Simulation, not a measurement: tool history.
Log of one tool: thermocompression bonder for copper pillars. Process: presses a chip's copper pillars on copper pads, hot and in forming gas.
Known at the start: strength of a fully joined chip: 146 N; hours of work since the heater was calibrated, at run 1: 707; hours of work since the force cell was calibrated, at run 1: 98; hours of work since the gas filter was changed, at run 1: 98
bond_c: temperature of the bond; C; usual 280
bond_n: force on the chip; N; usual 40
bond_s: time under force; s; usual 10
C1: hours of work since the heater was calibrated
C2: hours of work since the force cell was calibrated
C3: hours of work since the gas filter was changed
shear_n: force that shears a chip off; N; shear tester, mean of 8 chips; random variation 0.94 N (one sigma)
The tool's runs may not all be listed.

run 1 day=0.000 | bond_c=280 bond_n=40 bond_s=10 | C1=707 C2=98 C3=98 | shear_n=99.2
run 2 day=2.217 | bond_c=280 bond_n=40 bond_s=10 | C1=743 C2=134 C3=134 | shear_n=98.5
run 3 day=4.292 | bond_c=280 bond_n=40 bond_s=10 | C1=777 C2=168 C3=168 | shear_n=98.1
run 4 day=5.596 | bond_c=280 bond_n=34 bond_s=10 | C1=798 C2=190 C3=190 | shear_n=85.6
run 5 day=7.517 | bond_c=280 bond_n=34 bond_s=10 | C1=830 C2=221 C3=221 | shear_n=85.3
run 6 day=9.296 | bond_c=280 bond_n=40 bond_s=10 | C1=859 C2=250 C3=250 | shear_n=95.6
run 7 day=10.504 | bond_c=280 bond_n=40 bond_s=10 | C1=878 C2=270 C3=270 | shear_n=95.2
run 8 day=12.921 | bond_c=280 bond_n=40 bond_s=10 | C1=918 C2=309 C3=309 | shear_n=95.2
-- day=13.792 forming gas filter changed
run 9 day=15.362 | bond_c=280 bond_n=40 bond_s=10 | C1=957 C2=348 C3=26 | shear_n=104.7
run 10 day=17.362 | bond_c=280 bond_n=40 bond_s=10 | C1=990 C2=381 C3=58 | shear_n=102.3
run 11 day=19.346 | bond_c=280 bond_n=40 bond_s=10 | C1=1022 C2=413 C3=90 | shear_n=103.8
run 12 day=20.579 | bond_c=280 bond_n=40 bond_s=29 | C1=1042 C2=433 C3=111 | shear_n=125.5
run 13 day=21.975 | bond_c=280 bond_n=40 bond_s=29 | C1=1065 C2=456 C3=133 | shear_n=125.7
run 14 day=23.817 | bond_c=280 bond_n=30 bond_s=10 | C1=1095 C2=486 C3=163 | shear_n=79.9
run 15 day=25.679 | bond_c=280 bond_n=30 bond_s=10 | C1=1125 C2=517 C3=194 | shear_n=80.2
run 16 day=26.712 | bond_c=280 bond_n=30 bond_s=10 | C1=1142 C2=533 C3=211 | shear_n=80.6
run 17 day=28.446 | bond_c=280 bond_n=30 bond_s=10 | C1=1171 C2=562 C3=239 | shear_n=79.0
run 18 day=30.096 | bond_c=280 bond_n=30 bond_s=10 | C1=1197 C2=589 C3=266 | shear_n=78.2
run 19 day=31.171 | bond_c=280 bond_n=30 bond_s=10 | C1=1215 C2=606 C3=283 | shear_n=78.3
run 20 day=32.900 | bond_c=280 bond_n=40 bond_s=6 | C1=1243 C2=634 C3=311 | shear_n=85.2
-- day=33.625 forming gas filter changed
run 21 day=34.146 | bond_c=263 bond_n=57 bond_s=26 | C1=1263 C2=654 C3=9 | shear_n=135.6
run 22 day=35.688 | bond_c=282 bond_n=33 bond_s=7 | C1=1288 C2=679 C3=34 | shear_n=84.1
run 23 day=36.917 | bond_c=291 bond_n=40 bond_s=11 | C1=1308 C2=699 C3=54 | shear_n=115.8
run 24 day=38.029 | bond_c=291 bond_n=40 bond_s=11 | C1=1326 C2=718 C3=72 | shear_n=115.0
run 25 day=39.683 | bond_c=259 bond_n=35 bond_s=11 | C1=1353 C2=745 C3=99 | shear_n=83.3
-- day=40.833 heater calibrated with a thermocouple chip
run 26 day=42.058 | bond_c=259 bond_n=35 bond_s=11 | C1=20 C2=782 C3=136 | shear_n=71.0
run 27 day=43.129 | bond_c=259 bond_n=35 bond_s=11 | C1=37 C2=799 C3=154 | shear_n=71.5
run 28 day=44.146 | bond_c=259 bond_n=35 bond_s=11 | C1=54 C2=816 C3=170 | shear_n=69.7
run 29 day=45.442 | bond_c=277 bond_n=35 bond_s=7 | C1=75 C2=837 C3=191 | shear_n=74.0
run 30 day=46.696 | bond_c=253 bond_n=40 bond_s=5 | C1=96 C2=857 C3=212 | shear_n=57.7
run 31 day=48.025 | bond_c=297 bond_n=31 bond_s=5 | C1=117 C2=879 C3=233 | shear_n=70.0
run 32 day=49.154 | bond_c=270 bond_n=34 bond_s=6 | C1=136 C2=898 C3=252 | shear_n=61.2
run 33 day=51.083 | bond_c=250 bond_n=34 bond_s=12 | C1=167 C2=929 C3=283 | shear_n=62.3
run 34 day=52.850 | bond_c=293 bond_n=40 bond_s=23 | C1=196 C2=958 C3=312 | shear_n=116.3
-- day=53.483 forming gas filter changed
run 35 day=54.688 | bond_c=279 bond_n=26 bond_s=23 | C1=225 C2=987 C3=20 | shear_n=89.1
run 36 day=56.779 | bond_c=280 bond_n=40 bond_s=23 | C1=260 C2=1022 C3=54 | shear_n=117.8
run 37 day=58.004 | bond_c=274 bond_n=29 bond_s=16 | C1=280 C2=1041 C3=74 | shear_n=84.3
run 38 day=59.796 | bond_c=274 bond_n=58 bond_s=17 | C1=309 C2=1071 C3=103 | shear_n=127.4
run 39 day=61.038 | bond_c=293 bond_n=30 bond_s=15 | C1=329 C2=1091 C3=123 | shear_n=96.9
run 40 day=62.612 | bond_c=293 bond_n=30 bond_s=15 | C1=355 C2=1117 C3=149 | shear_n=97.3

3 ways to go on from here, each from the tool as it stands after run 40. What would each give?
run A day=64.467 | bond_c=296 bond_n=28 bond_s=15 | C1=385 C2=1147 C3=179 | shear_n=?
run B day=64.467 | bond_c=293 bond_n=29 bond_s=6 | C1=385 C2=1147 C3=179 | shear_n=?
run C day=64.467 | bond_c=293 bond_n=27 bond_s=15 | C1=385 C2=1147 C3=179 | shear_n=?

run=A shear_n=92.3
run=B shear_n=70.5
run=C shear_n=88.9
Without the tool's hidden state the same runs would have given:
run=A shear_n=91.9
run=B shear_n=69.2
run=C shear_n=88.2
